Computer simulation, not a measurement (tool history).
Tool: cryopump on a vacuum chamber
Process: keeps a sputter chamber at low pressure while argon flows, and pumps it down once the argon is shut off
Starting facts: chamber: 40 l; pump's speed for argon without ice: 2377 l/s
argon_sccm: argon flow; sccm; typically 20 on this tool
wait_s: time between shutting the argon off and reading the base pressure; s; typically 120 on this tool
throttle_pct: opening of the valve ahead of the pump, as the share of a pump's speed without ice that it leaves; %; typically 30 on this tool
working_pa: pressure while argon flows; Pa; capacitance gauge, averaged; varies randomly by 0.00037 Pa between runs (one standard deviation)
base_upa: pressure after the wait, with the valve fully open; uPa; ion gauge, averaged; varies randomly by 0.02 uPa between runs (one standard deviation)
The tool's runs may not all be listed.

run	hour	argon_sccm	wait_s	throttle_pct	working_pa	base_upa
1	0	20	120	30	0.0493	0.98
2	20.5	20	31	30	0.05	1.37
3	41.5	20	31	30	0.0495	1.37
4	67.1	20	31	30	0.0495	1.39
5	90.1	20	31	30	0.0491	1.45
# hour 113.6: pump warmed up, emptied and cooled again
6	116.1	20	49	30	0.0481	1.11
7	130.5	20	49	30	0.0472	1.15
8	152.7	20	49	30	0.0475	1.11
9	165.7	20	120	30	0.0477	0.98
10	181.6	20	120	30	0.0478	1.01
11	196.3	20	120	30	0.0479	1.03
12	207.8	20	120	30	0.0481	0.97
13	233.4	20	29	30	0.0483	1.4
14	254.5	20	29	30	0.048	1.41
15	274.6	20	29	30	0.048	1.49
16	299.9	20	120	30	0.0488	1.09
17	319.5	20	120	41	0.0358	1.07
18	334.9	20	260	25	0.0584	1.03
19	355.7	20	120	26	0.056	1.15
20	366.7	19	29	30	0.0459	1.5
21	383.4	28	274	58	0.0356	1.05
22	409.7	18	46	20	0.0651	1.36
23	428.9	18	46	20	0.0646	1.39
24	450.6	20	120	51	0.03	1.17
25	463.9	11	67	26	0.0306	1.33
26	475.1	10	158	17	0.0422	1.18
27	487.2	10	158	17	0.0431	1.21
28	503.2	22	120	54	0.0316	1.27
29	526.9	18	132	23	0.0575	1.21
30	541.2	18	233	21	0.063	1.14
31	555.2	20	31	19	0.0775	1.68

The next listed run, before its measurement:
32	581.4	20	31	19	?	?

Run 32 produced working_pa 0.0773 Pa, base_upa 1.73 uPa.
Without the tool's hidden state the same run would have given working_pa 0.075 Pa, base_upa 0.66 uPa.
